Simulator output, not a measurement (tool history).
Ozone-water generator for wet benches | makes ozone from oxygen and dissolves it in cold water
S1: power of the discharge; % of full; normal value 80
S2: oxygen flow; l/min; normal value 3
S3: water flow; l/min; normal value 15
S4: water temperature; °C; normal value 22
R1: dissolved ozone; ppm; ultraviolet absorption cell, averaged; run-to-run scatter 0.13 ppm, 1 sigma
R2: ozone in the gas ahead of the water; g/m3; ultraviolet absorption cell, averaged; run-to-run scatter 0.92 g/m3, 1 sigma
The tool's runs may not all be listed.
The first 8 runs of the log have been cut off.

run 9 hour=395.8 | S1=80 S2=3.33 S3=15 S4=23 | R1=15.4 R2=148.8
run 10 hour=424.4 | S1=80 S2=3.33 S3=15 S4=23 | R1=15.6 R2=149
run 11 hour=449.6 | S1=80 S2=3 S3=15 S4=22 | R1=15.6 R2=154.6
run 12 hour=502.5 | S1=80 S2=4.19 S3=15 S4=22 | R1=16.3 R2=137.4
run 13 hour=549 | S1=80 S2=3 S3=15 S4=22 | R1=15.5 R2=154.1
run 14 hour=587.3 | S1=80 S2=3 S3=15 S4=22 | R1=15.5 R2=154.9
run 15 hour=620.6 | S1=80 S2=3 S3=15 S4=22 | R1=15.4 R2=155
run 16 hour=678.1 | S1=80 S2=3 S3=15 S4=22 | R1=15.4 R2=153.5
run 17 hour=702.9 | S1=80 S2=3 S3=15 S4=22 | R1=15.3 R2=152.9
run 18 hour=743.6 | S1=80 S2=3 S3=15 S4=22 | R1=15.4 R2=154
run 19 hour=790.4 | S1=46 S2=3 S3=13 S4=21 | R1=12.3 R2=108.1
run 20 hour=816.5 | S1=46 S2=3 S3=13 S4=21 | R1=12.2 R2=109.6
run 21 hour=848.6 | S1=84 S2=3 S3=11 S4=21 | R1=19.9 R2=159.2
run 22 hour=881 | S1=80 S2=4.65 S3=15 S4=17 | R1=18.1 R2=133.4
run 23 hour=912.7 | S1=98 S2=4.56 S3=18 S4=17 | R1=18 R2=152.6
run 24 hour=971.4 | S1=41 S2=3 S3=17 S4=21 | R1=9.4 R2=101.9
run 25 hour=1019.4 | S1=41 S2=3 S3=17 S4=21 | R1=9.3 R2=101.4
run 26 hour=1044.8 | S1=80 S2=4.31 S3=15 S4=25 | R1=15.9 R2=137.7
run 27 hour=1080.8 | S1=75 S2=4.36 S3=17 S4=14 | R1=16.2 R2=130.7
run 28 hour=1122.7 | S1=75 S2=4.36 S3=17 S4=14 | R1=16.5 R2=130.4
run 29 hour=1169.6 | S1=75 S2=4.36 S3=17 S4=14 | R1=16.3 R2=130.5
run 30 hour=1227 | S1=75 S2=2.66 S3=17 S4=14 | R1=14.3 R2=155.1
run 31 hour=1253.8 | S1=75 S2=2.66 S3=17 S4=14 | R1=14.2 R2=156
run 32 hour=1312.3 | S1=80 S2=3 S3=15 S4=16 | R1=16.8 R2=154.8

Consider 3 possible next runs. They are alternatives, not a sequence: every one starts from the tool as it was left by run 32. What does each give?
run A hour=1355.3 | S1=63 S2=1.52 S3=11 S4=16 | R1=? R2=?
run B hour=1355.3 | S1=80 S2=3.51 S3=11 S4=22 | R1=? R2=?
run C hour=1355.3 | S1=76 S2=3 S3=14 S4=16 | R1=? R2=?

run=A R1=14.7 R2=167.2
run=B R1=19.4 R2=145
run=C R1=16.9 R2=149.2
Stripped of hidden state, with their random variation kept, the same runs would have yielded:
run=A R1=14.7 R2=167.4
run=B R1=19.5 R2=145.2
run=C R1=16.9 R2=149.4
